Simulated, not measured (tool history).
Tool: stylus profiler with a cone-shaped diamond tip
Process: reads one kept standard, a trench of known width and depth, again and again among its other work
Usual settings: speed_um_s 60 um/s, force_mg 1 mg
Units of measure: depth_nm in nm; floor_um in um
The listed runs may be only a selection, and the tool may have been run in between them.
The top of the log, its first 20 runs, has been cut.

| run | hour | speed_um_s | force_mg | depth_nm | floor_um |
|---|---|---|---|---|---|
| 21 | 278.1 | 60 | 1 | 502.43 | 15.67 |
| 22 | 286.5 | 60 | 1 | 502.88 | 15.68 |
| 23 | 301.9 | 20 | 1.81 | 504.03 | 15.92 |
| 24 | 320.6 | 19 | 0.56 | 501.77 | 15.79 |
| 25 | 331.6 | 19 | 0.56 | 502.08 | 15.87 |
| 26 | 347 | 19 | 0.56 | 501.56 | 15.8 |
| 27 | 360.9 | 115 | 0.73 | 502.37 | 15.15 |
| 28 | 371.6 | 45 | 0.34 | 501.1 | 15.47 |
| 29 | 386.5 | 86 | 2.5 | 504.86 | 15.6 |
| 30 | 395.4 | 160 | 0.45 | 501.37 | 14.55 |
| 31 | 413.9 | 160 | 0.45 | 501.36 | 14.46 |
| 32 | 432.1 | 191 | 0.51 | 501.49 | 14.28 |
| 33 | 444.7 | 92 | 1 | 502.73 | 15.39 |
| 34 | 460.6 | 113 | 2.11 | 504.45 | 15.43 |
| 35 | 472.4 | 216 | 1.31 | 503.32 | 14.75 |
| 36 | 481.4 | 128 | 1.95 | 504.16 | 15.27 |
| 37 | 491.9 | 73 | 2.74 | 505.38 | 15.59 |
| 38 | 507.8 | 23 | 2.36 | 504.57 | 15.69 |
| 39 | 515.8 | 23 | 2.36 | 504.56 | 15.74 |
| 40 | 527.1 | 23 | 2.01 | 504.23 | 15.71 |
| 41 | 541.6 | 19 | 0.56 | 501.56 | 15.7 |
| 42 | 554.5 | 34 | 1.11 | 502.63 | 15.61 |
| 43 | 569.9 | 34 | 1.11 | 502.6 | 15.57 |
| 44 | 586.7 | 46 | 1.18 | 502.88 | 15.52 |

Below are 3 alternative next runs, each starting from the tool's condition after run 44. Predict each:
| A | 596 | 139 | 0.63 | ? | ? |
| B | 596 | 16 | 2.88 | ? | ? |
| C | 596 | 17 | 1 | ? | ? |

| run | depth_nm | floor_um |
|---|---|---|
| A | 501.44 | 14.67 |
| B | 505.45 | 15.71 |
| C | 502.25 | 15.7 |
With no hidden state in the tool, these same runs would have given:
| run | depth_nm | floor_um |
|---|---|---|
| A | 501.93 | 15.92 |
| B | 505.94 | 16.95 |
| C | 502.73 | 16.95 |
